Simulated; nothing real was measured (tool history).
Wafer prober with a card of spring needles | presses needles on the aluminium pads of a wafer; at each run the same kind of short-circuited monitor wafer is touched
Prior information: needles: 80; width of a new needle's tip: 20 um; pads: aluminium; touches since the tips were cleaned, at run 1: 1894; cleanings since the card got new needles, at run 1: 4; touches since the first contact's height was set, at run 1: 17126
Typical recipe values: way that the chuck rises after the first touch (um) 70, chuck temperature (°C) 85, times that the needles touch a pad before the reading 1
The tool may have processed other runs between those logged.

run,hour,way that the chuck rises after the first touch (um),chuck temperature (°C),times that the needles touch a pad before the reading,touches since the tips were cleaned,cleanings since the card got new needles,touches since the first contact's height was set,resistance of one needle with its contact and lead (mohm),way that a needle slides on the pad (um)
1,0.0,70,85,1,1894,4,17126,348,18.51
# hour 6.3: tips cleaned on abrasive film
# hour 20.6: tips cleaned on abrasive film
2,27.7,69,85,1,1826,6,24253,331,18.23
# hour 33.3: tips cleaned on abrasive film
# hour 46.9: tips cleaned on abrasive film
3,50.3,69,85,1,878,8,30063,317,18.17
# hour 61.2: tips cleaned on abrasive film
# hour 75.6: tips cleaned on abrasive film
# hour 89.2: tips cleaned on abrasive film
4,96.8,70,85,1,1956,11,42042,340,18.33
# hour 102.1: tips cleaned on abrasive film
# hour 117.3: tips cleaned on abrasive film
5,117.9,70,85,1,145,13,47457,285,18.31
# hour 131.9: tips cleaned on abrasive film
6,141.8,70,85,1,2578,14,53647,349,18.37
# hour 147.6: tips cleaned on abrasive film
# hour 160.7: tips cleaned on abrasive film
7,167.5,70,85,1,1769,16,60252,344,18.25
# hour 173.6: tips cleaned on abrasive film
# hour 187.9: tips cleaned on abrasive film
# hour 194.3: height of the first contact set anew
# hour 201.7: tips cleaned on abrasive film
8,210.9,70,85,2,2381,19,4280,323,18.57
# hour 216.4: tips cleaned on abrasive film
# hour 230.8: tips cleaned on abrasive film
# hour 244.5: tips cleaned on abrasive film
9,245.0,70,85,2,120,22,13058,279,18.60
# hour 258.9: tips cleaned on abrasive film
# hour 272.6: tips cleaned on abrasive film
# hour 287.1: tips cleaned on abrasive film
10,288.3,70,85,2,328,25,24219,288,18.50
# hour 301.6: tips cleaned on abrasive film
11,307.7,70,85,1,1586,26,29213,341,18.38
# hour 315.0: tips cleaned on abrasive film
# hour 329.4: tips cleaned on abrasive film
12,334.9,70,57,1,1418,28,36220,328,18.38
# hour 343.4: tips cleaned on abrasive film
# hour 358.9: tips cleaned on abrasive film
13,361.6,70,57,1,720,30,43098,302,18.31
# hour 373.1: tips cleaned on abrasive film
# hour 386.3: tips cleaned on abrasive film
# hour 400.7: tips cleaned on abrasive film
14,408.0,70,57,1,1890,33,55037,342,18.29
# hour 413.4: tips cleaned on abrasive film
# hour 426.9: tips cleaned on abrasive film
# hour 440.4: tips cleaned on abrasive film
15,452.7,80,62,2,3166,36,66548,313,20.85
# hour 455.9: tips cleaned on abrasive film
# hour 456.2: height of the first contact set anew
# hour 469.4: tips cleaned on abrasive film
16,480.6,80,62,2,2890,38,6294,312,21.27
# hour 483.8: tips cleaned on abrasive film
# hour 497.1: tips cleaned on abrasive film
# hour 509.8: tips cleaned on abrasive film
17,509.8,75,25,2,0,41,13797,254,19.81
# hour 525.5: tips cleaned on abrasive film
18,535.3,61,31,1,2547,42,20378,386,16.18
# hour 538.2: tips cleaned on abrasive film
# hour 551.5: tips cleaned on abrasive film
# hour 567.1: tips cleaned on abrasive film
19,567.4,73,94,1,71,45,28635,281,19.29
# hour 581.1: tips cleaned on abrasive film
# hour 595.6: tips cleaned on abrasive film
20,603.0,76,60,1,1908,47,37808,331,20.04
# hour 608.9: tips cleaned on abrasive film
# hour 622.8: tips cleaned on abrasive film
21,627.2,76,60,1,1135,49,44034,314,20.01
# hour 636.5: tips cleaned on abrasive film
# hour 651.9: tips cleaned on abrasive film
# hour 666.6: tips cleaned on abrasive film
22,672.9,76,60,1,1624,52,55808,329,19.91
# hour 681.7: tips cleaned on abrasive film
# hour 695.8: tips cleaned on abrasive film
23,696.3,76,60,1,149,54,61840,274,19.89
# hour 708.4: tips cleaned on abrasive film
# hour 715.9: height of the first contact set anew
24,715.9,81,60,3,1867,55,0,280,21.60
# hour 721.6: tips cleaned on abrasive film
# hour 737.1: tips cleaned on abrasive film
# hour 750.2: tips cleaned on abrasive film
25,750.2,81,60,3,0,58,8798,268,21.47
# hour 765.3: tips cleaned on abrasive film
26,772.5,74,60,2,1859,59,14559,307,19.61
# hour 781.0: tips cleaned on abrasive film
# hour 796.1: tips cleaned on abrasive film
27,804.4,55,85,1,2166,61,22798,420,14.50
# hour 809.5: tips cleaned on abrasive film
# hour 823.8: tips cleaned on abrasive film
28,829.7,71,85,1,1520,63,29299,338,18.70

For each entry between runs, how does the tool's hidden state at the last listed run before it compare with that at the first listed run after it?
Logged between run 1 and run 2: tips cleaned on abrasive film (hour 6.3); tips cleaned on abrasive film (hour 20.6)
  debris on the tips, nm: 38.2 -> 29.9; way that the needles fall short of the set height, um: 0.31 -> 0.51; tips' diameter, um: 20.11 -> 20.18
  measured value less the no-hidden-state value, resistance of one needle with its contact and lead (mohm): +76 -> +62; way that a needle slides on the pad (um): -0.08 -> -0.13
Logged between run 2 and run 3: tips cleaned on abrasive film (hour 33.3); tips cleaned on abrasive film (hour 46.9)
  debris on the tips, nm: 29.9 -> 21; way that the needles fall short of the set height, um: 0.51 -> 0.69; tips' diameter, um: 20.18 -> 20.24
  measured value less the no-hidden-state value, resistance of one needle with its contact and lead (mohm): +62 -> +44; way that a needle slides on the pad (um): -0.13 -> -0.19
Logged between run 3 and run 4: tips cleaned on abrasive film (hour 61.2); tips cleaned on abrasive film (hour 75.6); tips cleaned on abrasive film (hour 89.2)
  debris on the tips, nm: 21 -> 34.2; way that the needles fall short of the set height, um: 0.69 -> 0.97; tips' diameter, um: 20.24 -> 20.34
  measured value less the no-hidden-state value, resistance of one needle with its contact and lead (mohm): +44 -> +70; way that a needle slides on the pad (um): -0.19 -> -0.26
Logged between run 4 and run 5: tips cleaned on abrasive film (hour 102.1); tips cleaned on abrasive film (hour 117.3)
  debris on the tips, nm: 34.2 -> 5.9; way that the needles fall short of the set height, um: 0.97 -> 1.12; tips' diameter, um: 20.34 -> 20.39
  measured value less the no-hidden-state value, resistance of one needle with its contact and lead (mohm): +70 -> +13; way that a needle slides on the pad (um): -0.26 -> -0.29
Logged between run 5 and run 6: tips cleaned on abrasive film (hour 131.9)
  debris on the tips, nm: 5.9 -> 38.2; way that the needles fall short of the set height, um: 1.12 -> 1.21; tips' diameter, um: 20.39 -> 20.42
  measured value less the no-hidden-state value, resistance of one needle with its contact and lead (mohm): +13 -> +79; way that a needle slides on the pad (um): -0.29 -> -0.32
Logged between run 6 and run 7: tips cleaned on abrasive film (hour 147.6); tips cleaned on abrasive film (hour 160.7)
  debris on the tips, nm: 38.2 -> 33.8; way that the needles fall short of the set height, um: 1.21 -> 1.37; tips' diameter, um: 20.42 -> 20.48
  measured value less the no-hidden-state value, resistance of one needle with its contact and lead (mohm): +79 -> +72; way that a needle slides on the pad (um): -0.32 -> -0.36
Logged between run 7 and run 8: tips cleaned on abrasive film (hour 173.6); tips cleaned on abrasive film (hour 187.9); height of the first contact set anew (hour 194.3); tips cleaned on abrasive film (hour 201.7)
  debris on the tips, nm: 33.8 -> 38.9; way that the needles fall short of the set height, um: 1.37 -> 0.06; tips' diameter, um: 20.48 -> 20.56
  measured value less the no-hidden-state value, resistance of one needle with its contact and lead (mohm): +72 -> +48; way that a needle slides on the pad (um): -0.36 -> -0.01
Logged between run 8 and run 9: tips cleaned on abrasive film (hour 216.4); tips cleaned on abrasive film (hour 230.8); tips cleaned on abrasive film (hour 244.5)
  debris on the tips, nm: 38.9 -> 6.8; way that the needles fall short of the set height, um: 0.06 -> 0.31; tips' diameter, um: 20.56 -> 20.65
  measured value less the no-hidden-state value, resistance of one needle with its contact and lead (mohm): +48 -> +9; way that a needle slides on the pad (um): -0.01 -> -0.08
Logged between run 9 and run 10: tips cleaned on abrasive film (hour 258.9); tips cleaned on abrasive film (hour 272.6); tips cleaned on abrasive film (hour 287.1)
  debris on the tips, nm: 6.8 -> 11.1; way that the needles fall short of the set height, um: 0.31 -> 0.59; tips' diameter, um: 20.65 -> 20.74
  measured value less the no-hidden-state value, resistance of one needle with its contact and lead (mohm): +9 -> +15; way that a needle slides on the pad (um): -0.08 -> -0.16
Logged between run 10 and run 11: tips cleaned on abrasive film (hour 301.6)
  debris on the tips, nm: 11.1 -> 32.1; way that the needles fall short of the set height, um: 0.59 -> 0.7; tips' diameter, um: 20.74 -> 20.78
  measured value less the no-hidden-state value, resistance of one needle with its contact and lead (mohm): +15 -> +69; way that a needle slides on the pad (um): -0.16 -> -0.19
Logged between run 11 and run 12: tips cleaned on abrasive film (hour 315.0); tips cleaned on abrasive film (hour 329.4)
  debris on the tips, nm: 32.1 -> 27.7; way that the needles fall short of the set height, um: 0.7 -> 0.87; tips' diameter, um: 20.78 -> 20.84
  measured value less the no-hidden-state value, resistance of one needle with its contact and lead (mohm): +69 -> +63; way that a needle slides on the pad (um): -0.19 -> -0.23
Logged between run 12 and run 13: tips cleaned on abrasive film (hour 343.4); tips cleaned on abrasive film (hour 358.9)
  debris on the tips, nm: 27.7 -> 18.7; way that the needles fall short of the set height, um: 0.87 -> 1.02; tips' diameter, um: 20.84 -> 20.9
  measured value less the no-hidden-state value, resistance of one needle with its contact and lead (mohm): +63 -> +42; way that a needle slides on the pad (um): -0.23 -> -0.27
Logged between run 13 and run 14: tips cleaned on abrasive film (hour 373.1); tips cleaned on abrasive film (hour 386.3); tips cleaned on abrasive film (hour 400.7)
  debris on the tips, nm: 18.7 -> 34.4; way that the needles fall short of the set height, um: 1.02 -> 1.28; tips' diameter, um: 20.9 -> 20.99
  measured value less the no-hidden-state value, resistance of one needle with its contact and lead (mohm): +42 -> +79; way that a needle slides on the pad (um): -0.27 -> -0.34
Logged between run 14 and run 15: tips cleaned on abrasive film (hour 413.4); tips cleaned on abrasive film (hour 426.9); tips cleaned on abrasive film (hour 440.4)
  debris on the tips, nm: 34.4 -> 45.3; way that the needles fall short of the set height, um: 1.28 -> 1.58; tips' diameter, um: 20.99 -> 21.09
  measured value less the no-hidden-state value, resistance of one needle with its contact and lead (mohm): +79 -> +49; way that a needle slides on the pad (um): -0.34 -> -0.42
Logged between run 15 and run 16: tips cleaned on abrasive film (hour 455.9); height of the first contact set anew (hour 456.2); tips cleaned on abrasive film (hour 469.4)
  debris on the tips, nm: 45.3 -> 47.4; way that the needles fall short of the set height, um: 1.58 -> 0.06; tips' diameter, um: 21.09 -> 21.15
  measured value less the no-hidden-state value, resistance of one needle with its contact and lead (mohm): +49 -> +50; way that a needle slides on the pad (um): -0.42 -> -0.02
Logged between run 16 and run 17: tips cleaned on abrasive film (hour 483.8); tips cleaned on abrasive film (hour 497.1); tips cleaned on abrasive film (hour 509.8)
  debris on the tips, nm: 47.4 -> 2.3; way that the needles fall short of the set height, um: 0.06 -> 0.26; tips' diameter, um: 21.15 -> 21.22
  measured value less the no-hidden-state value, resistance of one needle with its contact and lead (mohm): +50 -> +3; way that a needle slides on the pad (um): -0.02 -> -0.07
Logged between run 17 and run 18: tips cleaned on abrasive film (hour 525.5)
  debris on the tips, nm: 2.3 -> 41; way that the needles fall short of the set height, um: 0.26 -> 0.37; tips' diameter, um: 21.22 -> 21.26
  measured value less the no-hidden-state value, resistance of one needle with its contact and lead (mohm): +3 -> +127; way that a needle slides on the pad (um): -0.07 -> -0.10
Logged between run 18 and run 19: tips cleaned on abrasive film (hour 538.2); tips cleaned on abrasive film (hour 551.5); tips cleaned on abrasive film (hour 567.1)
  debris on the tips, nm: 41 -> 5.3; way that the needles fall short of the set height, um: 0.37 -> 0.62; tips' diameter, um: 21.26 -> 21.34
  measured value less the no-hidden-state value, resistance of one needle with its contact and lead (mohm): +127 -> +12; way that a needle slides on the pad (um): -0.10 -> -0.16
Logged between run 19 and run 20: tips cleaned on abrasive film (hour 581.1); tips cleaned on abrasive film (hour 595.6)
  debris on the tips, nm: 5.3 -> 35.8; way that the needles fall short of the set height, um: 0.62 -> 0.77; tips' diameter, um: 21.34 -> 21.4
  measured value less the no-hidden-state value, resistance of one needle with its contact and lead (mohm): +12 -> +72; way that a needle slides on the pad (um): -0.16 -> -0.20
Logged between run 20 and run 21: tips cleaned on abrasive film (hour 608.9); tips cleaned on abrasive film (hour 622.8)
  debris on the tips, nm: 35.8 -> 26.7; way that the needles fall short of the set height, um: 0.77 -> 0.95; tips' diameter, um: 21.4 -> 21.46
  measured value less the no-hidden-state value, resistance of one needle with its contact and lead (mohm): +72 -> +54; way that a needle slides on the pad (um): -0.20 -> -0.25
Logged between run 21 and run 22: tips cleaned on abrasive film (hour 636.5); tips cleaned on abrasive film (hour 651.9); tips cleaned on abrasive film (hour 666.6)
  debris on the tips, nm: 26.7 -> 30.1; way that the needles fall short of the set height, um: 0.95 -> 1.22; tips' diameter, um: 21.46 -> 21.55
  measured value less the no-hidden-state value, resistance of one needle with its contact and lead (mohm): +54 -> +63; way that a needle slides on the pad (um): -0.25 -> -0.32
Logged between run 22 and run 23: tips cleaned on abrasive film (hour 681.7); tips cleaned on abrasive film (hour 695.8)
  debris on the tips, nm: 30.1 -> 5.2; way that the needles fall short of the set height, um: 1.22 -> 1.36; tips' diameter, um: 21.55 -> 21.6
  measured value less the no-hidden-state value, resistance of one needle with its contact and lead (mohm): +63 -> +12; way that a needle slides on the pad (um): -0.32 -> -0.36
Logged between run 23 and run 24: tips cleaned on abrasive film (hour 708.4); height of the first contact set anew (hour 715.9)
  debris on the tips, nm: 5.2 -> 31.5; way that the needles fall short of the set height, um: 1.36 -> 0; tips' diameter, um: 21.6 -> 21.64
  measured value less the no-hidden-state value, resistance of one needle with its contact and lead (mohm): +12 -> +21; way that a needle slides on the pad (um): -0.36 -> +0.00
Logged between run 24 and run 25: tips cleaned on abrasive film (hour 721.6); tips cleaned on abrasive film (hour 737.1); tips cleaned on abrasive film (hour 750.2)
  debris on the tips, nm: 31.5 -> 4.3; way that the needles fall short of the set height, um: 0 -> 0.24; tips' diameter, um: 21.64 -> 21.72
  measured value less the no-hidden-state value, resistance of one needle with its contact and lead (mohm): +21 -> +5; way that a needle slides on the pad (um): +0.00 -> -0.07
Logged between run 25 and run 26: tips cleaned on abrasive film (hour 765.3)
  debris on the tips, nm: 4.3 -> 32.5; way that the needles fall short of the set height, um: 0.24 -> 0.32; tips' diameter, um: 21.72 -> 21.75
  measured value less the no-hidden-state value, resistance of one needle with its contact and lead (mohm): +5 -> +43; way that a needle slides on the pad (um): -0.07 -> -0.08
Logged between run 26 and run 27: tips cleaned on abrasive film (hour 781.0); tips cleaned on abrasive film (hour 796.1)
  debris on the tips, nm: 32.5 -> 39.4; way that the needles fall short of the set height, um: 0.32 -> 0.46; tips' diameter, um: 21.75 -> 21.8
  measured value less the no-hidden-state value, resistance of one needle with its contact and lead (mohm): +43 -> +144; way that a needle slides on the pad (um): -0.08 -> -0.12
Logged between run 27 and run 28: tips cleaned on abrasive film (hour 809.5); tips cleaned on abrasive film (hour 823.8)
  debris on the tips, nm: 39.4 -> 29.2; way that the needles fall short of the set height, um: 0.46 -> 0.61; tips' diameter, um: 21.8 -> 21.85
  measured value less the no-hidden-state value, resistance of one needle with its contact and lead (mohm): +144 -> +67; way that a needle slides on the pad (um): -0.12 -> -0.16

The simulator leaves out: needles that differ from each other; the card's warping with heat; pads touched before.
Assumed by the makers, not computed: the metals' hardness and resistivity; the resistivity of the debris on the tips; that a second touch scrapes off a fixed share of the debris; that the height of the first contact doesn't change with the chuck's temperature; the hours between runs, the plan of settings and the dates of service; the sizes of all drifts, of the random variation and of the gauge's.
